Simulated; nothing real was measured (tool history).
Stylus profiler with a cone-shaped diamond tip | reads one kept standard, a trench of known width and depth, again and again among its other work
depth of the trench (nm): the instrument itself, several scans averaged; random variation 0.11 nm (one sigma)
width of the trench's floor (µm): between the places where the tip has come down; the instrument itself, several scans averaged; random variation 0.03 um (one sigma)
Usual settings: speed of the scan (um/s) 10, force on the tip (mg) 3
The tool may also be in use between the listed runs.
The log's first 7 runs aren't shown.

| run | hour | speed of the scan (um/s) | force on the tip (mg) | depth of the trench (nm) | width of the trench's floor (µm) |
|---|---|---|---|---|---|
| 8 | 148.6 | 10 | 3 | 203.83 | 17.18 |
| 9 | 164.7 | 10 | 3 | 203.91 | 17.19 |
| 10 | 179 | 9 | 3 | 203.87 | 17.25 |
| 11 | 205.1 | 10 | 3 | 203.92 | 17.17 |
| 12 | 220.3 | 10 | 5.02 | 205.43 | 17.19 |
| 13 | 235.7 | 10 | 5.02 | 205.57 | 17.16 |
| 14 | 247 | 10 | 5.02 | 205.59 | 17.15 |
| 15 | 271.1 | 10 | 5.02 | 205.41 | 17.17 |
| 16 | 286.7 | 10 | 5.02 | 205.48 | 17.13 |
| 17 | 298.3 | 10 | 5.02 | 205.37 | 17.16 |
| 18 | 309.9 | 10 | 5.02 | 205.35 | 17.16 |
| 19 | 325.5 | 10 | 5.02 | 205.58 | 17.2 |
| 20 | 343.6 | 10 | 5.02 | 205.45 | 17.16 |
| 21 | 363.3 | 5 | 1.08 | 201.74 | 17.12 |
| 22 | 387.3 | 5 | 1.08 | 202.17 | 17.15 |
| 23 | 407.2 | 3 | 2.37 | 203.16 | 17.17 |
| 24 | 432.4 | 2 | 2.37 | 203.39 | 17.19 |
| 25 | 451.8 | 2 | 2.37 | 203.21 | 17.2 |

Run 26 comes next. What will it give?
| 26 | 471.7 | 2 | 2.37 | ? | ? |

depth of the trench (nm): 203.41
width of the trench's floor (µm): 17.18
Without the tool's hidden state the same run would have given depth of the trench (nm) 203.41, width of the trench's floor (µm) 17.19.

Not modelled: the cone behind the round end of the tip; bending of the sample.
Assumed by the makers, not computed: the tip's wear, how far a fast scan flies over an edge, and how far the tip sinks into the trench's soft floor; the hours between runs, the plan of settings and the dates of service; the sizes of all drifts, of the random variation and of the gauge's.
